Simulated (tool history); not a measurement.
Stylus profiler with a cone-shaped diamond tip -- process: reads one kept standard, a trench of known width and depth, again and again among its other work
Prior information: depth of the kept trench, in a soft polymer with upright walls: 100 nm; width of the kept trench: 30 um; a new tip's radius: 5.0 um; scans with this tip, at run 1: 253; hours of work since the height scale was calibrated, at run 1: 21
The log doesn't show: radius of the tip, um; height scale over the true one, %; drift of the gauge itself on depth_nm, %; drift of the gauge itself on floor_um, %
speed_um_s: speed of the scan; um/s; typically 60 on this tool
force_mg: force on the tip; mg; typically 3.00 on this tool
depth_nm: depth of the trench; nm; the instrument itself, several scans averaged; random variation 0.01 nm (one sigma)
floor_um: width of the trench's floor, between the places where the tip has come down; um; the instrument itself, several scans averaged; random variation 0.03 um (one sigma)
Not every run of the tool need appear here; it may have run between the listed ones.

| run | day | speed_um_s | force_mg | scans with this tip | hours of work since the height scale was calibrated | depth_nm | floor_um |
|---|---|---|---|---|---|---|---|
| 1 | 0.000 | 60 | 3.00 | 253 | 21 | 101.863 | 27.74 |
| 2 | 1.021 | 60 | 3.00 | 482 | 41 | 101.894 | 27.71 |
| 3 | 2.058 | 60 | 2.82 | 715 | 60 | 101.827 | 27.66 |
| 4 | 2.625 | 81 | 3.00 | 842 | 71 | 101.887 | 27.58 |
| 5 | 3.704 | 60 | 3.00 | 1084 | 91 | 101.898 | 27.60 |
| 6 | 4.575 | 60 | 3.00 | 1279 | 108 | 101.901 | 27.59 |
| 7 | 5.283 | 60 | 3.00 | 1438 | 121 | 101.908 | 27.57 |
| 8 | 6.125 | 60 | 3.00 | 1627 | 137 | 101.882 | 27.54 |
| 9 | 6.942 | 60 | 3.00 | 1809 | 152 | 101.897 | 27.50 |
| 10 | 8.108 | 81 | 3.00 | 2071 | 175 | 101.894 | 27.43 |
| 11 | 8.871 | 81 | 3.00 | 2242 | 189 | 101.887 | 27.42 |
| 12 | 9.667 | 81 | 3.00 | 2420 | 204 | 101.912 | 27.36 |
| 13 | 10.808 | 60 | 1.31 | 2677 | 226 | 101.102 | 27.29 |
| 14 | 11.638 | 60 | 1.31 | 2862 | 241 | 101.078 | 27.31 |
| 15 | 12.512 | 60 | 1.56 | 3058 | 258 | 101.254 | 27.29 |
| 16 | 13.238 | 60 | 1.56 | 3221 | 271 | 101.239 | 27.22 |
| 17 | 13.838 | 60 | 1.56 | 3356 | 283 | 101.246 | 27.28 |
| 18 | 14.742 | 35 | 8.98 | 3559 | 300 | 103.975 | 27.38 |
| 19 | 15.350 | 217 | 3.00 | 3694 | 311 | 101.916 | 26.74 |
| 20 | 16.117 | 217 | 3.00 | 3866 | 326 | 101.932 | 26.72 |
| 21 | 16.667 | 118 | 6.20 | 3990 | 336 | 103.103 | 27.17 |
| 22 | 17.388 | 28 | 5.21 | 4151 | 350 | 102.775 | 27.40 |
|  | 17.483 | height scale calibrated on a step standard |
| 23 | 18.079 | 38 | 2.86 | 4302 | 11 | 101.895 | 27.27 |
| 24 | 18.996 | 38 | 3.72 | 4507 | 29 | 102.226 | 27.26 |
|  | 19.829 | height scale calibrated on a step standard, once more |
| 25 | 20.183 | 60 | 2.46 | 4769 | 7 | 101.626 | 27.17 |
| 26 | 20.983 | 18 | 1.18 | 4948 | 22 | 101.005 | 27.24 |
| 27 | 22.033 | 41 | 6.00 | 5184 | 42 | 102.980 | 27.21 |
| 28 | 23.112 | 198 | 2.12 | 5426 | 62 | 101.501 | 26.50 |
| 29 | 23.671 | 198 | 2.12 | 5550 | 73 | 101.494 | 26.54 |
| 30 | 24.692 | 198 | 2.12 | 5780 | 92 | 101.463 | 26.49 |
| 31 | 25.242 | 148 | 1.48 | 5903 | 102 | 101.163 | 26.60 |
| 32 | 25.725 | 148 | 1.48 | 6011 | 111 | 101.164 | 26.54 |
| 33 | 26.388 | 204 | 2.37 | 6160 | 124 | 101.616 | 26.48 |
| 34 | 27.571 | 204 | 2.37 | 6425 | 146 | 101.610 | 26.46 |

5 ways to go on from here, each from the tool as it stands after run 34. What would each give?
| A | 28.658 | 27 | 2.37 | 6669 | 167 | ? | ? |
| B | 28.658 | 69 | 5.83 | 6669 | 167 | ? | ? |
| C | 28.658 | 75 | 3.40 | 6669 | 167 | ? | ? |
| D | 28.658 | 60 | 2.05 | 6669 | 167 | ? | ? |
| E | 28.658 | 81 | 1.10 | 6669 | 167 | ? | ? |

| run | depth_nm | floor_um |
|---|---|---|
| A | 101.606 | 27.03 |
| B | 102.960 | 26.95 |
| C | 102.075 | 26.91 |
| D | 101.470 | 26.92 |
| E | 100.966 | 26.70 |
Stripped of hidden state, with their random variation kept, the same runs would have yielded:
| run | depth_nm | floor_um |
|---|---|---|
| A | 101.612 | 27.93 |
| B | 102.966 | 27.85 |
| C | 102.080 | 27.80 |
| D | 101.475 | 27.82 |
| E | 100.972 | 27.59 |

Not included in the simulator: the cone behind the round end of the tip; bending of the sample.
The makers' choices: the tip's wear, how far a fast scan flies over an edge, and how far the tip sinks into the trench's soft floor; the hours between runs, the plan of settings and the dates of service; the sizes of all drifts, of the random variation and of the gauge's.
